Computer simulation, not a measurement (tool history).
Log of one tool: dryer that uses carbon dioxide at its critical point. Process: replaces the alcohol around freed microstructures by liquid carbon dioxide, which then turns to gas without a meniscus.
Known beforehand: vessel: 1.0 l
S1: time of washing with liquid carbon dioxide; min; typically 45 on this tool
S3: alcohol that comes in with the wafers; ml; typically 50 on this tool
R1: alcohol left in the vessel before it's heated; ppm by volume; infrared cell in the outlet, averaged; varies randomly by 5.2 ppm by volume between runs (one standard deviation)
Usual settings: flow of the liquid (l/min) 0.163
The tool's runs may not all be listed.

Run 1, hour 0.0: usual settings. Result: R1 162 ppm by volume.
Run 2, hour 10.4: usual settings but flow of the liquid (l/min) 0.100. Result: R1 1181 ppm by volume.
Run 3, hour 22.2: usual settings. Result: R1 156 ppm by volume.
Run 4, hour 27.8: usual settings. Result: R1 155 ppm by volume.
Run 5, hour 36.6: usual settings but S1 40 min. Result: R1 271 ppm by volume.
Run 6, hour 47.7: usual settings but S1 40 min. Result: R1 269 ppm by volume.
Run 7, hour 59.4: usual settings but S1 40 min. Result: R1 259 ppm by volume.
Run 8, hour 66.0: usual settings but S1 40 min. Result: R1 266 ppm by volume.
Run 9, hour 74.4: usual settings but S1 40 min. Result: R1 260 ppm by volume.
Run 10, hour 80.3: usual settings but S1 40 min. Result: R1 267 ppm by volume.
Run 11, hour 87.5: usual settings but S3 85 ml. Result: R1 245 ppm by volume.
Run 12, hour 93.4: usual settings but S3 85 ml. Result: R1 244 ppm by volume.
Run 13, hour 100.1: usual settings but flow of the liquid (l/min) 0.249. Result: R1 57 ppm by volume.
Run 14, hour 107.1: usual settings but flow of the liquid (l/min) 0.249. Result: R1 50 ppm by volume.
Run 15, hour 118.7: usual settings but flow of the liquid (l/min) 0.249. Result: R1 63 ppm by volume.
Run 16, hour 127.0: usual settings but S1 44 min. Result: R1 182 ppm by volume.
Run 17, hour 138.5: usual settings. Result: R1 168 ppm by volume.
Run 18, hour 146.3: usual settings but S1 40 min. Result: R1 264 ppm by volume.
Run 19, hour 157.2: usual settings. Result: R1 170 ppm by volume.
Run 20, hour 165.9: usual settings but S3 26 ml. Result: R1 111 ppm by volume.
Run 21, hour 173.0: usual settings but S3 26 ml. Result: R1 124 ppm by volume.
Run 22, hour 181.8: usual settings but S3 26 ml. Result: R1 123 ppm by volume.
Run 23, hour 189.2: usual settings but S1 41 min, S3 26 ml. Result: R1 165 ppm by volume.
Run 24, hour 196.5: usual settings but S3 76 ml. Result: R1 228 ppm by volume.
Run 25, hour 205.0: usual settings but S1 40 min, flow of the liquid (l/min) 0.219. Result: R1 107 ppm by volume.
Run 26, hour 211.7: usual settings but S1 44 min. Result: R1 187 ppm by volume.
Run 27, hour 217.7: usual settings but flow of the liquid (l/min) 0.256, S3 29 ml. Result: R1 70 ppm by volume.
Run 28, hour 228.5: usual settings but S1 32 min, flow of the liquid (l/min) 0.128, S3 109 ml. Result: R1 3689 ppm by volume.
Run 29, hour 235.1: usual settings but S1 47 min, flow of the liquid (l/min) 0.128, S3 31 ml. Result: R1 295 ppm by volume.
Run 30, hour 245.0: usual settings but S1 47 min, flow of the liquid (l/min) 0.128, S3 31 ml. Result: R1 288 ppm by volume.
Run 31, hour 250.5: usual settings but S1 34 min, flow of the liquid (l/min) 0.128, S3 31 ml. Result: R1 897 ppm by volume.
Run 32, hour 259.3: usual settings but S1 38 min, flow of the liquid (l/min) 0.231, S3 31 ml. Result: R1 100 ppm by volume.
Run 33, hour 270.9: usual settings but S1 38 min, flow of the liquid (l/min) 0.231, S3 31 ml. Result: R1 99 ppm by volume.
Run 34, hour 280.2: usual settings but S1 38 min, flow of the liquid (l/min) 0.231, S3 31 ml. Result: R1 98 ppm by volume.
Run 35, hour 291.9: usual settings but S1 38 min, flow of the liquid (l/min) 0.231, S3 31 ml. Result: R1 96 ppm by volume.
Run 36, hour 297.6: usual settings but flow of the liquid (l/min) 0.117. Result: R1 728 ppm by volume.
Run 37, hour 304.3: usual settings but S1 48 min, flow of the liquid (l/min) 0.167. Result: R1 141 ppm by volume.
Run 38, hour 315.6: usual settings but S1 48 min, flow of the liquid (l/min) 0.139. Result: R1 274 ppm by volume.
Run 39, hour 327.4: usual settings but S1 48 min, flow of the liquid (l/min) 0.139. Result: R1 287 ppm by volume.
Run 40, hour 335.2: usual settings but S1 42 min, flow of the liquid (l/min) 0.139. Result: R1 485 ppm by volume.
Run 41, hour 340.3: usual settings but S1 55 min, flow of the liquid (l/min) 0.169, S3 48 ml. Result: R1 99 ppm by volume.
Run 42, hour 350.2: usual settings but S1 69 min, flow of the liquid (l/min) 0.116, S3 42 ml. Result: R1 136 ppm by volume.
Run 43, hour 355.8: usual settings but flow of the liquid (l/min) 0.185. Result: R1 129 ppm by volume.
Run 44, hour 365.9: usual settings but S1 38 min, S3 69 ml. Result: R1 503 ppm by volume.
Run 45, hour 376.6: usual settings but S1 31 min, flow of the liquid (l/min) 0.107, S3 42 ml. Result: R1 2817 ppm by volume.
Run 46, hour 382.6: usual settings but S1 31 min, flow of the liquid (l/min) 0.101, S3 55 ml. Result: R1 4147 ppm by volume.
Run 47, hour 388.4: usual settings but S1 48 min, S3 60 ml. Result: R1 186 ppm by volume.

Forecast each of these 4 alternatives for the next run:
Run A, hour 395.1: usual settings but S1 41 min, flow of the liquid (l/min) 0.171, S3 84 ml. Result: R1 ?.
Run B, hour 395.1: usual settings but S1 51 min, S3 27 ml. Result: R1 ?.
Run C, hour 395.1: usual settings but S1 27 min, flow of the liquid (l/min) 0.143, S3 23 ml. Result: R1 ?.
Run D, hour 395.1: usual settings but S1 48 min, flow of the liquid (l/min) 0.229, S3 60 ml. Result: R1 ?.

run    R1
  A   350
  B   113
  C  1031
  D    90
Take away the tool's hidden state, keep each run's random variation, and the runs would have read:
run   R1
  A  218
  B   29
  C  844
  D   12
